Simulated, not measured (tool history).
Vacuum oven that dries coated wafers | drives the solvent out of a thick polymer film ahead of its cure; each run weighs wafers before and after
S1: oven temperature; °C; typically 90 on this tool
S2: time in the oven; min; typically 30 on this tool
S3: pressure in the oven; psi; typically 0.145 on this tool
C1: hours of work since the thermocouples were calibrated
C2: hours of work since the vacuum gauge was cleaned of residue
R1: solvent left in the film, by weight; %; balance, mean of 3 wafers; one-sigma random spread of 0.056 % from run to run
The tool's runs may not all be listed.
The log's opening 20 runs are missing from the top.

run,hour,S1,S2,S3,C1,C2,R1
21,1050.6,90,30,0.145,60,918,2.58
22,1104.2,90,30,0.145,97,956,2.52
23,1158.4,90,30,0.145,135,993,2.60
24,1212.1,90,30,0.145,172,1031,2.63
25,1261.1,90,30,0.145,206,1065,2.55
26,1294.1,90,30,0.145,229,1088,2.56
27,1321.0,78,35,0.083,248,1106,3.66
28,1376.2,90,16,0.146,286,1145,4.76
29,1438.2,101,30,0.197,329,1188,1.67
30,1492.2,75,18,0.249,367,1225,9.60
31,1548.6,75,18,0.249,406,1265,9.85
32,1599.6,75,18,0.249,442,1300,9.74
33,1644.1,75,18,0.249,473,1331,9.75
34,1673.2,90,29,0.173,493,1351,3.04

Run 35 comes next. What will it give?
35,1716.3,90,29,0.225,523,1381,?

R1: 3.62 %
The same run, on a tool lacking any hidden state, would have yielded R1 3.60 %.

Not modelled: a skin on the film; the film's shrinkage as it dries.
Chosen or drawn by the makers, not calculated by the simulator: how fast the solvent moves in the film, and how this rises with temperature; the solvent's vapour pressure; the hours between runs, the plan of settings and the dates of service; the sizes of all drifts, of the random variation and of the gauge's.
